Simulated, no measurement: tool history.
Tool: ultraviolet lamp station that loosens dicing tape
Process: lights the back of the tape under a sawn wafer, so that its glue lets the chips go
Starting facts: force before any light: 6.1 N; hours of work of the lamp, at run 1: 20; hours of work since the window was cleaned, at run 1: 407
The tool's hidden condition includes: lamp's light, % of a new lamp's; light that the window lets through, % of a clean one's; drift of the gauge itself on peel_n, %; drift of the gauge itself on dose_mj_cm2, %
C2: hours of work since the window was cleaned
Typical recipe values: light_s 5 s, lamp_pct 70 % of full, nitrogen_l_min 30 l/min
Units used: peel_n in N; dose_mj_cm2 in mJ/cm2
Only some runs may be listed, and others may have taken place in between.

run 1 hour=0 | light_s=5 lamp_pct=70 nitrogen_l_min=30 | hours_of_work_of_the_lamp=20 C2=407 | peel_n=1.238 dose_mj_cm2=390
run 2 hour=63.4 | light_s=5 lamp_pct=70 nitrogen_l_min=30 | hours_of_work_of_the_lamp=63 C2=450 | peel_n=1.312 dose_mj_cm2=376
-- hour=85.5 window cleaned of glue's vapour
run 3 hour=139.8 | light_s=5 lamp_pct=70 nitrogen_l_min=30 | hours_of_work_of_the_lamp=115 C2=37 | peel_n=0.972 dose_mj_cm2=447
run 4 hour=187.3 | light_s=5 lamp_pct=70 nitrogen_l_min=30 | hours_of_work_of_the_lamp=147 C2=69 | peel_n=0.986 dose_mj_cm2=442
run 5 hour=225.3 | light_s=5 lamp_pct=70 nitrogen_l_min=30 | hours_of_work_of_the_lamp=173 C2=95 | peel_n=1.015 dose_mj_cm2=440
run 6 hour=297.5 | light_s=5 lamp_pct=70 nitrogen_l_min=30 | hours_of_work_of_the_lamp=222 C2=144 | peel_n=1.053 dose_mj_cm2=420
run 7 hour=338.6 | light_s=5 lamp_pct=70 nitrogen_l_min=30 | hours_of_work_of_the_lamp=250 C2=172 | peel_n=1.124 dose_mj_cm2=419
run 8 hour=381.1 | light_s=5 lamp_pct=70 nitrogen_l_min=30 | hours_of_work_of_the_lamp=279 C2=201 | peel_n=1.141 dose_mj_cm2=410
run 9 hour=459.5 | light_s=5 lamp_pct=70 nitrogen_l_min=30 | hours_of_work_of_the_lamp=332 C2=255 | peel_n=1.171 dose_mj_cm2=393
run 10 hour=531.6 | light_s=5 lamp_pct=70 nitrogen_l_min=30 | hours_of_work_of_the_lamp=382 C2=304 | peel_n=1.272 dose_mj_cm2=384
run 11 hour=594.3 | light_s=5 lamp_pct=70 nitrogen_l_min=30 | hours_of_work_of_the_lamp=424 C2=346 | peel_n=1.271 dose_mj_cm2=376
run 12 hour=669.8 | light_s=8 lamp_pct=70 nitrogen_l_min=30 | hours_of_work_of_the_lamp=476 C2=398 | peel_n=0.59 dose_mj_cm2=579
run 13 hour=714.7 | light_s=8 lamp_pct=70 nitrogen_l_min=30 | hours_of_work_of_the_lamp=506 C2=428 | peel_n=0.602 dose_mj_cm2=572
-- hour=771.4 window cleaned of glue's vapour
run 14 hour=787.6 | light_s=5 lamp_pct=70 nitrogen_l_min=30 | hours_of_work_of_the_lamp=555 C2=11 | peel_n=1.069 dose_mj_cm2=421
run 15 hour=825.4 | light_s=5 lamp_pct=70 nitrogen_l_min=30 | hours_of_work_of_the_lamp=581 C2=37 | peel_n=1.063 dose_mj_cm2=417
run 16 hour=868.6 | light_s=5 lamp_pct=70 nitrogen_l_min=30 | hours_of_work_of_the_lamp=611 C2=66 | peel_n=1.124 dose_mj_cm2=413
run 17 hour=935.2 | light_s=5 lamp_pct=70 nitrogen_l_min=30 | hours_of_work_of_the_lamp=656 C2=111 | peel_n=1.168 dose_mj_cm2=401
run 18 hour=1011.4 | light_s=5 lamp_pct=70 nitrogen_l_min=30 | hours_of_work_of_the_lamp=708 C2=163 | peel_n=1.263 dose_mj_cm2=391
run 19 hour=1053 | light_s=5 lamp_pct=70 nitrogen_l_min=30 | hours_of_work_of_the_lamp=736 C2=192 | peel_n=1.253 dose_mj_cm2=382
run 20 hour=1126.1 | light_s=5 lamp_pct=70 nitrogen_l_min=30 | hours_of_work_of_the_lamp=786 C2=241 | peel_n=1.292 dose_mj_cm2=374
run 21 hour=1179.3 | light_s=5 lamp_pct=70 nitrogen_l_min=30 | hours_of_work_of_the_lamp=822 C2=278 | peel_n=1.348 dose_mj_cm2=368
run 22 hour=1234.7 | light_s=5 lamp_pct=75 nitrogen_l_min=30 | hours_of_work_of_the_lamp=860 C2=315 | peel_n=1.289 dose_mj_cm2=384
run 23 hour=1267.7 | light_s=5 lamp_pct=75 nitrogen_l_min=30 | hours_of_work_of_the_lamp=882 C2=338 | peel_n=1.281 dose_mj_cm2=381
run 24 hour=1336.4 | light_s=3 lamp_pct=63 nitrogen_l_min=30 | hours_of_work_of_the_lamp=929 C2=385 | peel_n=2.798 dose_mj_cm2=188
run 25 hour=1386.1 | light_s=3 lamp_pct=62 nitrogen_l_min=13 | hours_of_work_of_the_lamp=963 C2=418 | peel_n=3.242 dose_mj_cm2=180
run 26 hour=1427.4 | light_s=3 lamp_pct=62 nitrogen_l_min=13 | hours_of_work_of_the_lamp=991 C2=446 | peel_n=3.202 dose_mj_cm2=173
-- hour=1456.8 window cleaned of glue's vapour
run 27 hour=1489.3 | light_s=5 lamp_pct=97 nitrogen_l_min=30 | hours_of_work_of_the_lamp=1033 C2=22 | peel_n=0.688 dose_mj_cm2=540
run 28 hour=1541 | light_s=3 lamp_pct=70 nitrogen_l_min=30 | hours_of_work_of_the_lamp=1068 C2=57 | peel_n=2.335 dose_mj_cm2=229
run 29 hour=1611 | light_s=3 lamp_pct=70 nitrogen_l_min=30 | hours_of_work_of_the_lamp=1115 C2=105 | peel_n=2.422 dose_mj_cm2=224
run 30 hour=1692.4 | light_s=8 lamp_pct=85 nitrogen_l_min=9 | hours_of_work_of_the_lamp=1171 C2=160 | peel_n=0.73 dose_mj_cm2=698
run 31 hour=1727.1 | light_s=5 lamp_pct=72 nitrogen_l_min=19 | hours_of_work_of_the_lamp=1194 C2=184 | peel_n=1.515 dose_mj_cm2=364
run 32 hour=1779.5 | light_s=5 lamp_pct=70 nitrogen_l_min=20 | hours_of_work_of_the_lamp=1230 C2=220 | peel_n=1.58 dose_mj_cm2=349
run 33 hour=1854.2 | light_s=5 lamp_pct=70 nitrogen_l_min=20 | hours_of_work_of_the_lamp=1281 C2=270 | peel_n=1.596 dose_mj_cm2=337
run 34 hour=1916.1 | light_s=5 lamp_pct=70 nitrogen_l_min=20 | hours_of_work_of_the_lamp=1323 C2=313 | peel_n=1.687 dose_mj_cm2=330
run 35 hour=1995.5 | light_s=5 lamp_pct=79 nitrogen_l_min=30 | hours_of_work_of_the_lamp=1377 C2=367 | peel_n=1.4 dose_mj_cm2=356
run 36 hour=2047 | light_s=5 lamp_pct=79 nitrogen_l_min=30 | hours_of_work_of_the_lamp=1412 C2=402 | peel_n=1.386 dose_mj_cm2=349
run 37 hour=2121.9 | light_s=5 lamp_pct=79 nitrogen_l_min=30 | hours_of_work_of_the_lamp=1463 C2=453 | peel_n=1.451 dose_mj_cm2=337
-- hour=2144.5 window cleaned of glue's vapour
run 38 hour=2156.4 | light_s=5 lamp_pct=79 nitrogen_l_min=30 | hours_of_work_of_the_lamp=1486 C2=8 | peel_n=1.135 dose_mj_cm2=406
run 39 hour=2206.7 | light_s=5 lamp_pct=72 nitrogen_l_min=30 | hours_of_work_of_the_lamp=1520 C2=42 | peel_n=1.368 dose_mj_cm2=362
run 40 hour=2271.2 | light_s=3 lamp_pct=60 nitrogen_l_min=30 | hours_of_work_of_the_lamp=1564 C2=86 | peel_n=2.885 dose_mj_cm2=178
run 41 hour=2330.8 | light_s=3 lamp_pct=76 nitrogen_l_min=30 | hours_of_work_of_the_lamp=1605 C2=127 | peel_n=2.487 dose_mj_cm2=222
run 42 hour=2399.7 | light_s=5 lamp_pct=81 nitrogen_l_min=34 | hours_of_work_of_the_lamp=1652 C2=174 | peel_n=1.212 dose_mj_cm2=377

Below are 3 alternative next runs, each starting from the tool's condition after run 42. Predict each:
run A hour=2448.7 | light_s=8 lamp_pct=81 nitrogen_l_min=34 | hours_of_work_of_the_lamp=1685 C2=207 | peel_n=? dose_mj_cm2=?
run B hour=2448.7 | light_s=5 lamp_pct=70 nitrogen_l_min=44 | hours_of_work_of_the_lamp=1685 C2=207 | peel_n=? dose_mj_cm2=?
run C hour=2448.7 | light_s=5 lamp_pct=99 nitrogen_l_min=30 | hours_of_work_of_the_lamp=1685 C2=207 | peel_n=? dose_mj_cm2=?

run=A peel_n=0.537 dose_mj_cm2=593
run=B peel_n=1.457 dose_mj_cm2=322
run=C peel_n=0.962 dose_mj_cm2=455
What these runs would have given with no unlogged condition in the tool:
run=A peel_n=0.244 dose_mj_cm2=853
run=B peel_n=0.81 dose_mj_cm2=462
run=C peel_n=0.473 dose_mj_cm2=655
